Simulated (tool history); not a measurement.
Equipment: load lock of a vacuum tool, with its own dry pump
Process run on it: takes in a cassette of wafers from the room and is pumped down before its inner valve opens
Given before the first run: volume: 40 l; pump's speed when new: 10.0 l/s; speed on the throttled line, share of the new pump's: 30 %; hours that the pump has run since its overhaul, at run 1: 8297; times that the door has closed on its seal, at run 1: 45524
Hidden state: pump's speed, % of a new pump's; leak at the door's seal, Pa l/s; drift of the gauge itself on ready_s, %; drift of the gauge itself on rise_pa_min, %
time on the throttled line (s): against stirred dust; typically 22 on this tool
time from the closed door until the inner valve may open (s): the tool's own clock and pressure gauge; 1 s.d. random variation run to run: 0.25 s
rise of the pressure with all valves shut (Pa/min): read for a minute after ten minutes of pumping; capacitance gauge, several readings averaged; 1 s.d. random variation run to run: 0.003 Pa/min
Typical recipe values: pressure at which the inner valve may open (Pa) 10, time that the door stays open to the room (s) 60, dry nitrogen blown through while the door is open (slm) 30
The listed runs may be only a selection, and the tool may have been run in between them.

run,day,time on the throttled line (s),pressure at which the inner valve may open (Pa),time that the door stays open to the room (s),dry nitrogen blown through while the door is open (slm),hours that the pump has run since its overhaul,times that the door has closed on its seal,"incoming humidity of the room's air, %",time from the closed door until the inner valve may open (s),rise of the pressure with all valves shut (Pa/min)
1,0,22,10,60,30,8297,45524,47.6,52,0.04
2,24.408,22,17,60,30,8883,46706,43,50.8,0.042
3,36.246,22,17,60,30,9167,47279,43.8,50.7,0.039
4,56.725,22,10,133,30,9658,48270,46,52.1,0.058
5,84.283,22,10,133,30,10320,49604,47.2,52.6,0.056
6,111.029,22,10,60,30,10961,50899,41,52.5,0.038
7,128.342,22,10,60,30,11377,51736,45.9,53,0.04
8,147.758,22,10,60,30,11843,52676,45.4,52.5,0.04
9,163.575,22,10,35,30,12223,53442,48.9,52.1,0.041
# day 170.554: door's seal changed, seat wiped
10,189.833,22,10,35,30,12851,933,43,52.5,0.035
11,214.696,22,10,35,30,13448,2136,47.3,52.2,0.027
12,243.783,22,10,60,30,14146,3544,50.3,52.5,0.048
13,256.012,36,10,60,30,14440,4136,46.9,62.5,0.04
14,273.538,36,18,60,30,14860,4984,42.8,60.1,0.037
15,286.904,36,18,60,30,15181,5631,42.1,60.1,0.034
16,299.325,30,9,60,30,15479,6233,44.1,58.8,0.039
17,328.479,13,19,70,21,16179,7644,44.5,43.3,0.048
18,344.204,13,19,70,21,16556,8405,45.4,43.4,0.047
19,359.662,22,12,60,39,16927,9153,40.5,51.7,0.03
20,381.879,22,12,60,39,17460,10229,47.8,52,0.036
21,395.525,13,13,27,39,17788,10889,41.8,45.1,0.021
22,418.712,22,9,60,30,18344,12011,43,53.3,0.043
23,439.088,34,13,53,4,18833,12998,43.8,59.4,0.059
24,456.158,24,10,35,30,19243,13824,45.6,54,0.033
25,484.954,24,10,35,30,19934,15218,46.1,53.7,0.036
26,513.433,26,12,26,22,20618,16596,41.2,54.5,0.031
27,530.654,26,12,26,22,21031,17430,43.9,54.8,0.03
28,554.204,22,8,60,4,21596,18570,44.2,53.1,0.062

How the hidden state differs across the entries between the runs, from the last listed run before each to the first after it:
Runs 9 to 10: door's seal changed, seat wiped (day 170.554)
  leak at the door's seal, Pa l/s: 0.0034 -> 0.002

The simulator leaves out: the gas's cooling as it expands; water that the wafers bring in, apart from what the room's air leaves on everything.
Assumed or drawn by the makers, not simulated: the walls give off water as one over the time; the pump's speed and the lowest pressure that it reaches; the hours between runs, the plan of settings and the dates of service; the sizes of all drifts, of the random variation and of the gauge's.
